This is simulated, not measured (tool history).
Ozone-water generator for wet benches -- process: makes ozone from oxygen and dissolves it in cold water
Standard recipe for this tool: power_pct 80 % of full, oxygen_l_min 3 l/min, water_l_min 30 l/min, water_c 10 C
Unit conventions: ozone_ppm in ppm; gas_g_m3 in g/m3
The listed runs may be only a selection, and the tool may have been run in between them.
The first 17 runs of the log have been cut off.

| run | day | power_pct | oxygen_l_min | water_l_min | water_c | ozone_ppm | gas_g_m3 |
|---|---|---|---|---|---|---|---|
| 18 | 39.017 | 73 | 4.76 | 45 | 13 | 8.3 | 144.7 |
| 19 | 40.392 | 80 | 3 | 33 | 10 | 11.6 | 213.8 |
| 20 | 42.262 | 55 | 3 | 30 | 8 | 9.9 | 164.5 |
| 21 | 43.612 | 61 | 2.16 | 30 | 10 | 10.1 | 217.8 |
| 22 | 45.488 | 61 | 2.79 | 32 | 12 | 9.6 | 184.1 |
| 23 | 47.638 | 80 | 3 | 22 | 10 | 17.8 | 214.8 |
| 24 | 49.254 | 99 | 3 | 30 | 11 | 15.3 | 251 |
| 25 | 52.308 | 78 | 5.37 | 42 | 11 | 9.5 | 141.6 |
| 26 | 53.962 | 78 | 1.56 | 33 | 17 | 9.9 | 329.7 |
| 27 | 55.538 | 78 | 2.63 | 33 | 17 | 11 | 230.7 |
| 28 | 57.571 | 78 | 4.79 | 27 | 5 | 15.3 | 153.4 |
| 29 | 59.954 | 80 | 2.4 | 23 | 10 | 16.5 | 252.4 |
| 30 | 62.154 | 80 | 2.4 | 23 | 10 | 16.3 | 251.3 |
| 31 | 64.904 | 80 | 2 | 29 | 10 | 12.7 | 283.1 |
| 32 | 66.838 | 80 | 2 | 28 | 5 | 13.6 | 285.7 |

Branching from run 32: 3 alternative next runs. What would each branch give?
| A | 68.362 | 53 | 1.57 | 28 | 5 | ? | ? |
| B | 68.362 | 80 | 4.33 | 21 | 6 | ? | ? |
| C | 68.362 | 46 | 2 | 28 | 10 | ? | ? |

| run | ozone_ppm | gas_g_m3 |
|---|---|---|
| A | 9.7 | 244.6 |
| B | 19.4 | 166.6 |
| C | 8.8 | 188.6 |
Take away the tool's hidden state, keep each run's random variation, and the runs would have read:
| run | ozone_ppm | gas_g_m3 |
|---|---|---|
| A | 9.7 | 244.7 |
| B | 19.4 | 166.7 |
| C | 8.8 | 188.6 |
